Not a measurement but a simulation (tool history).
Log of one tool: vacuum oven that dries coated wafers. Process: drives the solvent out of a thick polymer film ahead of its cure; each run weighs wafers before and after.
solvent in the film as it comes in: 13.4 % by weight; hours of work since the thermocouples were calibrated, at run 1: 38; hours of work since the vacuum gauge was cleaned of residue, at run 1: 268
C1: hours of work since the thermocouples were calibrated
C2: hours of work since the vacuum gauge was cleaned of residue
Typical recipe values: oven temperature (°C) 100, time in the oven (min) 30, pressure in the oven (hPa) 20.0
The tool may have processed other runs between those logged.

run 1 day=0.000 | oven_temperature_(°C)=100 time_in_the_oven_(min)=30 pressure_in_the_oven_(hPa)=20.0 | C1=38 C2=268 | solvent_left_in_the_film_(%)=1.93
run 2 day=2.946 | oven_temperature_(°C)=100 time_in_the_oven_(min)=23 pressure_in_the_oven_(hPa)=20.0 | C1=75 C2=305 | solvent_left_in_the_film_(%)=2.50
run 3 day=6.075 | oven_temperature_(°C)=91 time_in_the_oven_(min)=30 pressure_in_the_oven_(hPa)=20.0 | C1=114 C2=344 | solvent_left_in_the_film_(%)=3.22
run 4 day=7.700 | oven_temperature_(°C)=91 time_in_the_oven_(min)=30 pressure_in_the_oven_(hPa)=38.2 | C1=135 C2=365 | solvent_left_in_the_film_(%)=4.47
run 5 day=10.846 | oven_temperature_(°C)=100 time_in_the_oven_(min)=30 pressure_in_the_oven_(hPa)=72.1 | C1=174 C2=404 | solvent_left_in_the_film_(%)=4.68
run 6 day=14.112 | oven_temperature_(°C)=100 time_in_the_oven_(min)=30 pressure_in_the_oven_(hPa)=50.6 | C1=216 C2=446 | solvent_left_in_the_film_(%)=3.56
run 7 day=16.812 | oven_temperature_(°C)=100 time_in_the_oven_(min)=30 pressure_in_the_oven_(hPa)=50.6 | C1=250 C2=480 | solvent_left_in_the_film_(%)=3.55
run 8 day=19.258 | oven_temperature_(°C)=100 time_in_the_oven_(min)=30 pressure_in_the_oven_(hPa)=50.6 | C1=280 C2=510 | solvent_left_in_the_film_(%)=3.52
run 9 day=20.650 | oven_temperature_(°C)=100 time_in_the_oven_(min)=20 pressure_in_the_oven_(hPa)=20.0 | C1=298 C2=528 | solvent_left_in_the_film_(%)=2.88
run 10 day=22.992 | oven_temperature_(°C)=100 time_in_the_oven_(min)=20 pressure_in_the_oven_(hPa)=20.0 | C1=327 C2=558 | solvent_left_in_the_film_(%)=2.93
run 11 day=26.308 | oven_temperature_(°C)=100 time_in_the_oven_(min)=20 pressure_in_the_oven_(hPa)=20.0 | C1=369 C2=599 | solvent_left_in_the_film_(%)=2.91
run 12 day=28.846 | oven_temperature_(°C)=100 time_in_the_oven_(min)=30 pressure_in_the_oven_(hPa)=20.0 | C1=401 C2=631 | solvent_left_in_the_film_(%)=1.93
run 13 day=30.575 | oven_temperature_(°C)=100 time_in_the_oven_(min)=30 pressure_in_the_oven_(hPa)=20.0 | C1=423 C2=653 | solvent_left_in_the_film_(%)=1.96
run 14 day=33.792 | oven_temperature_(°C)=100 time_in_the_oven_(min)=30 pressure_in_the_oven_(hPa)=22.4 | C1=464 C2=694 | solvent_left_in_the_film_(%)=2.07
run 15 day=36.300 | oven_temperature_(°C)=100 time_in_the_oven_(min)=30 pressure_in_the_oven_(hPa)=22.4 | C1=495 C2=725 | solvent_left_in_the_film_(%)=2.06
run 16 day=39.467 | oven_temperature_(°C)=100 time_in_the_oven_(min)=30 pressure_in_the_oven_(hPa)=22.4 | C1=535 C2=765 | solvent_left_in_the_film_(%)=2.09
run 17 day=42.050 | oven_temperature_(°C)=100 time_in_the_oven_(min)=30 pressure_in_the_oven_(hPa)=20.0 | C1=568 C2=798 | solvent_left_in_the_film_(%)=1.95
run 18 day=44.038 | oven_temperature_(°C)=100 time_in_the_oven_(min)=30 pressure_in_the_oven_(hPa)=20.0 | C1=593 C2=823 | solvent_left_in_the_film_(%)=1.94
run 19 day=46.046 | oven_temperature_(°C)=100 time_in_the_oven_(min)=30 pressure_in_the_oven_(hPa)=26.3 | C1=618 C2=848 | solvent_left_in_the_film_(%)=2.26
run 20 day=48.967 | oven_temperature_(°C)=100 time_in_the_oven_(min)=30 pressure_in_the_oven_(hPa)=20.0 | C1=655 C2=885 | solvent_left_in_the_film_(%)=1.96
run 21 day=50.375 | oven_temperature_(°C)=100 time_in_the_oven_(min)=30 pressure_in_the_oven_(hPa)=20.0 | C1=673 C2=903 | solvent_left_in_the_film_(%)=1.95
run 22 day=53.092 | oven_temperature_(°C)=100 time_in_the_oven_(min)=30 pressure_in_the_oven_(hPa)=20.0 | C1=707 C2=937 | solvent_left_in_the_film_(%)=1.96
run 23 day=54.996 | oven_temperature_(°C)=100 time_in_the_oven_(min)=30 pressure_in_the_oven_(hPa)=11.9 | C1=731 C2=961 | solvent_left_in_the_film_(%)=1.54
run 24 day=57.892 | oven_temperature_(°C)=100 time_in_the_oven_(min)=30 pressure_in_the_oven_(hPa)=20.0 | C1=767 C2=997 | solvent_left_in_the_film_(%)=1.96
run 25 day=60.475 | oven_temperature_(°C)=110 time_in_the_oven_(min)=30 pressure_in_the_oven_(hPa)=41.4 | C1=800 C2=1030 | solvent_left_in_the_film_(%)=1.91
run 26 day=63.275 | oven_temperature_(°C)=111 time_in_the_oven_(min)=38 pressure_in_the_oven_(hPa)=18.1 | C1=835 C2=1065 | solvent_left_in_the_film_(%)=0.87
run 27 day=66.546 | oven_temperature_(°C)=111 time_in_the_oven_(min)=38 pressure_in_the_oven_(hPa)=18.1 | C1=876 C2=1106 | solvent_left_in_the_film_(%)=0.87
run 28 day=67.942 | oven_temperature_(°C)=111 time_in_the_oven_(min)=30 pressure_in_the_oven_(hPa)=28.7 | C1=894 C2=1124 | solvent_left_in_the_film_(%)=1.38
run 29 day=69.412 | oven_temperature_(°C)=111 time_in_the_oven_(min)=48 pressure_in_the_oven_(hPa)=46.9 | C1=913 C2=1143 | solvent_left_in_the_film_(%)=1.94
-- day=69.650 vacuum gauge cleaned of residue and calibrated
run 30 day=71.054 | oven_temperature_(°C)=90 time_in_the_oven_(min)=35 pressure_in_the_oven_(hPa)=12.3 | C1=932 C2=18 | solvent_left_in_the_film_(%)=2.68
run 31 day=74.121 | oven_temperature_(°C)=90 time_in_the_oven_(min)=24 pressure_in_the_oven_(hPa)=12.3 | C1=971 C2=56 | solvent_left_in_the_film_(%)=3.78
run 32 day=77.433 | oven_temperature_(°C)=90 time_in_the_oven_(min)=24 pressure_in_the_oven_(hPa)=12.3 | C1=1013 C2=98 | solvent_left_in_the_film_(%)=3.79
run 33 day=79.904 | oven_temperature_(°C)=90 time_in_the_oven_(min)=27 pressure_in_the_oven_(hPa)=20.2 | C1=1044 C2=129 | solvent_left_in_the_film_(%)=3.92
run 34 day=83.038 | oven_temperature_(°C)=90 time_in_the_oven_(min)=27 pressure_in_the_oven_(hPa)=20.2 | C1=1083 C2=169 | solvent_left_in_the_film_(%)=3.92
run 35 day=85.292 | oven_temperature_(°C)=102 time_in_the_oven_(min)=20 pressure_in_the_oven_(hPa)=20.2 | C1=1112 C2=197 | solvent_left_in_the_film_(%)=2.73
-- day=87.908 vacuum gauge cleaned of residue and calibrated, once more
run 36 day=87.908 | oven_temperature_(°C)=102 time_in_the_oven_(min)=20 pressure_in_the_oven_(hPa)=20.2 | C1=1144 C2=0 | solvent_left_in_the_film_(%)=2.36
run 37 day=89.800 | oven_temperature_(°C)=102 time_in_the_oven_(min)=20 pressure_in_the_oven_(hPa)=20.2 | C1=1168 C2=24 | solvent_left_in_the_film_(%)=2.35
run 38 day=92.817 | oven_temperature_(°C)=87 time_in_the_oven_(min)=27 pressure_in_the_oven_(hPa)=48.0 | C1=1206 C2=62 | solvent_left_in_the_film_(%)=5.94
run 39 day=95.512 | oven_temperature_(°C)=87 time_in_the_oven_(min)=27 pressure_in_the_oven_(hPa)=48.0 | C1=1240 C2=96 | solvent_left_in_the_film_(%)=5.93
run 40 day=97.046 | oven_temperature_(°C)=112 time_in_the_oven_(min)=30 pressure_in_the_oven_(hPa)=20.5 | C1=1259 C2=115 | solvent_left_in_the_film_(%)=0.87
-- day=97.329 oven's thermocouples calibrated
run 41 day=99.267 | oven_temperature_(°C)=112 time_in_the_oven_(min)=30 pressure_in_the_oven_(hPa)=20.5 | C1=24 C2=142 | solvent_left_in_the_film_(%)=0.93
run 42 day=101.529 | oven_temperature_(°C)=112 time_in_the_oven_(min)=49 pressure_in_the_oven_(hPa)=20.5 | C1=53 C2=171 | solvent_left_in_the_film_(%)=0.80
run 43 day=104.829 | oven_temperature_(°C)=100 time_in_the_oven_(min)=34 pressure_in_the_oven_(hPa)=34.3 | C1=95 C2=212 | solvent_left_in_the_film_(%)=2.44
run 44 day=107.829 | oven_temperature_(°C)=106 time_in_the_oven_(min)=28 pressure_in_the_oven_(hPa)=34.3 | C1=132 C2=250 | solvent_left_in_the_film_(%)=2.00
run 45 day=110.771 | oven_temperature_(°C)=99 time_in_the_oven_(min)=46 pressure_in_the_oven_(hPa)=13.7 | C1=169 C2=287 | solvent_left_in_the_film_(%)=1.08
run 46 day=112.467 | oven_temperature_(°C)=100 time_in_the_oven_(min)=44 pressure_in_the_oven_(hPa)=20.0 | C1=191 C2=309 | solvent_left_in_the_film_(%)=1.41
run 47 day=114.046 | oven_temperature_(°C)=112 time_in_the_oven_(min)=21 pressure_in_the_oven_(hPa)=20.0 | C1=211 C2=328 | solvent_left_in_the_film_(%)=1.28
run 48 day=117.004 | oven_temperature_(°C)=100 time_in_the_oven_(min)=42 pressure_in_the_oven_(hPa)=15.4 | C1=248 C2=366 | solvent_left_in_the_film_(%)=1.17

Consider 3 possible next runs. They are alternatives, not a sequence: every one starts from the tool as it was left by run 48. What does each give?
run A day=120.112 | oven_temperature_(°C)=100 time_in_the_oven_(min)=31 pressure_in_the_oven_(hPa)=20.0 | C1=287 C2=405 | solvent_left_in_the_film_(%)=?
run B day=120.112 | oven_temperature_(°C)=100 time_in_the_oven_(min)=50 pressure_in_the_oven_(hPa)=19.3 | C1=287 C2=405 | solvent_left_in_the_film_(%)=?
run C day=120.112 | oven_temperature_(°C)=96 time_in_the_oven_(min)=33 pressure_in_the_oven_(hPa)=19.2 | C1=287 C2=405 | solvent_left_in_the_film_(%)=?

run=A solvent_left_in_the_film_(%)=1.84
run=B solvent_left_in_the_film_(%)=1.28
run=C solvent_left_in_the_film_(%)=2.15
The same runs, with their run-to-run variation unchanged, on a tool lacking any hidden condition would have given:
run=A solvent_left_in_the_film_(%)=1.77
run=B solvent_left_in_the_film_(%)=1.20
run=C solvent_left_in_the_film_(%)=2.07

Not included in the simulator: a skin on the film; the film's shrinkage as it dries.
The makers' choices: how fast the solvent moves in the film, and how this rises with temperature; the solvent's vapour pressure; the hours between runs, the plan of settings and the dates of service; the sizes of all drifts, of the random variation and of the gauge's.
